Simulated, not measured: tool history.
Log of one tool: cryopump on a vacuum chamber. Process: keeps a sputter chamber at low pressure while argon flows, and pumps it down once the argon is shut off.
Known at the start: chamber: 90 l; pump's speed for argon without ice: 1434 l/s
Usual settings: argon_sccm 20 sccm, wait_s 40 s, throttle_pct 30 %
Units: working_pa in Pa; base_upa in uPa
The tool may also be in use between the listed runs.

Run 1, day 0.000: usual settings. Result: working_pa 0.0817 Pa, base_upa 1.77 uPa.
Run 2, day 1.300: usual settings. Result: working_pa 0.0812 Pa, base_upa 1.82 uPa.
Run 3, day 2.579: usual settings. Result: working_pa 0.0827 Pa, base_upa 1.85 uPa.
Run 4, day 4.021: usual settings. Result: working_pa 0.0821 Pa, base_upa 1.88 uPa.
Run 5, day 5.179: usual settings. Result: working_pa 0.0824 Pa, base_upa 1.88 uPa.
Run 6, day 6.242: usual settings. Result: working_pa 0.0823 Pa, base_upa 1.88 uPa.
Run 7, day 7.242: usual settings. Result: working_pa 0.0827 Pa, base_upa 1.92 uPa.
Run 8, day 8.771: usual settings but argon_sccm 23 sccm, wait_s 56 s. Result: working_pa 0.0899 Pa, base_upa 1.58 uPa.
Run 9, day 10.233: usual settings but argon_sccm 16 sccm, wait_s 36 s, throttle_pct 29 %. Result: working_pa 0.0663 Pa, base_upa 1.79 uPa.
Run 10, day 11.504: usual settings but argon_sccm 36 sccm, wait_s 138 s, throttle_pct 29 %. Result: working_pa 0.1471 Pa, base_upa 1.37 uPa.

Not shown: 1 entry that the log had between the listed runs. Between which runs, and how does the tool's hidden state differ before and after?
Between runs 7 and 8: pump warmed up, emptied and cooled again (day 8.771)
  pump's speed, % of a pump's without ice: 85.5 -> 99.5; cold plate's temperature, K: 12.22 -> 12.23; leak into the chamber, uPa l/s: 1623 -> 1637
  measured less the result without the state, working_pa: +0.0041 -> +0.0003 Pa; base_upa: +1.11 -> +0.93 uPa
